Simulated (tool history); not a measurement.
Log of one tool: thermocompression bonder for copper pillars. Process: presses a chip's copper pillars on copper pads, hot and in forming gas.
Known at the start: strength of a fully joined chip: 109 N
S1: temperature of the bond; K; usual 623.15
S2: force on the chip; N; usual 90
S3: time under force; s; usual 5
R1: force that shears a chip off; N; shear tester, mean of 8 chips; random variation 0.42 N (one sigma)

run,hour,S1,S2,S3,R1
1,0.0,623.15,90,5,44.6
2,27.4,623.15,90,5,43.8
# hour 42.9: forming gas filter changed
3,53.8,623.15,90,5,49.4
4,70.1,623.15,117,5,57.4
5,88.2,623.15,117,5,57.0
6,106.8,623.15,117,5,56.8
7,125.3,623.15,117,3,47.8
8,138.1,623.15,117,3,47.1
9,154.6,623.15,117,3,47.1
10,174.9,623.15,117,3,47.3
11,192.7,623.15,117,3,47.1
12,204.6,623.15,90,5,47.6
13,218.5,623.15,90,5,46.9
14,230.1,623.15,90,3,38.6
15,246.9,638.15,81,6,51.3
16,268.9,638.15,81,6,51.7
17,295.7,638.15,81,6,50.8
18,306.7,623.15,112,3,43.8
19,331.1,644.15,78,5,48.5
20,349.1,593.15,68,5,29.1
21,361.6,614.15,88,7,47.4
22,382.6,617.15,60,11,43.7
23,399.9,617.15,60,11,43.8
24,415.2,630.15,58,4,31.8
25,439.5,623.15,61,4,31.2
26,463.3,645.15,87,4,46.3
27,479.6,618.15,57,3,24.4
# hour 487.8: forming gas filter changed
28,506.5,623.15,90,5,49.2

5 ways to go on from here, each from the tool as it stands after run 28. What would each give?
A,522.2,602.15,90,3,?
B,522.2,623.15,90,5,?
C,522.2,623.15,115,4,?
D,522.2,651.15,116,5,?
E,522.2,645.15,103,12,?

run,R1
A,33.3
B,48.3
C,52.8
D,66.6
E,78.4
Without the tool's hidden state the same runs would have given:
run,R1
A,35.7
B,51.2
C,55.9
D,69.5
E,81.4
